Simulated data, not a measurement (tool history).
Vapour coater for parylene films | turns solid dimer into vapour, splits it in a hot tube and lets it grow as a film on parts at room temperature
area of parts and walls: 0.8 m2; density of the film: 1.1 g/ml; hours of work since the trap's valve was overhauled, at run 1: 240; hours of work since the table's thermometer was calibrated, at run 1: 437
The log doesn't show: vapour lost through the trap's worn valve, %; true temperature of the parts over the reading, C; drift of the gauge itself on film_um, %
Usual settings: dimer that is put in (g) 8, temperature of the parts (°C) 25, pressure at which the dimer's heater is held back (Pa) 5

run	day	dimer that is put in (g)	temperature of the parts (°C)	pressure at which the dimer's heater is held back (Pa)	hours of work since the trap's valve was overhauled	hours of work since the table's thermometer was calibrated	thickness of the film (nm)
1	0	8	25	5	240	437	6330
2	1.025	8	25	5	251	447	6320
3	1.542	8	25	5	256	452	6340
4	2.188	8	35	5	263	459	5310
5	3.021	8	35	5	271	468	5370
6	4.142	8	35	5	283	479	5270
7	5.15	8	35	5	293	490	5240
8	6.1	8	35	5	303	499	5170
9	7.004	8	35	5	312	509	5190
10	7.8	8	25	5	320	517	6050
# day 8.246: trap's valve overhauled
11	8.783	8	25	5	6	525	7260
12	9.879	6	36	5.44	17	537	4310
13	10.992	6	36	5.44	28	548	4390
14	11.812	4	18	2.87	37	556	4410
15	12.379	9	35	10.74	43	562	5660
# day 12.467: table's thermometer calibrated
16	13.071	11	33	3.34	49	6	8780
17	13.612	7	19	3.59	55	12	7230
18	14.7	7	19	3.59	66	23	7100
19	15.608	3	19	2.79	75	32	3190
20	16.375	9	25	11.66	83	40	6640
21	17.062	6	25	3.62	90	47	5500
22	18.112	6	25	3.62	101	58	5480

How the hidden state differs across the entries between the runs, from the last listed run before each to the first after it:
Between runs 10 and 11: trap's valve overhauled (day 8.246)
  vapour lost through the trap's worn valve, %: 14.8 -> 0.5; true temperature of the parts over the reading, C: 0.13 -> 0.14
  measured less the result without the state, thickness of the film (nm): -1070 -> -60
Between runs 15 and 16: table's thermometer calibrated (day 12.467)
  vapour lost through the trap's worn valve, %: 2.2 -> 2.5; true temperature of the parts over the reading, C: 0.15 -> 0.22
  measured less the result without the state, thickness of the film (nm): -140 -> -260

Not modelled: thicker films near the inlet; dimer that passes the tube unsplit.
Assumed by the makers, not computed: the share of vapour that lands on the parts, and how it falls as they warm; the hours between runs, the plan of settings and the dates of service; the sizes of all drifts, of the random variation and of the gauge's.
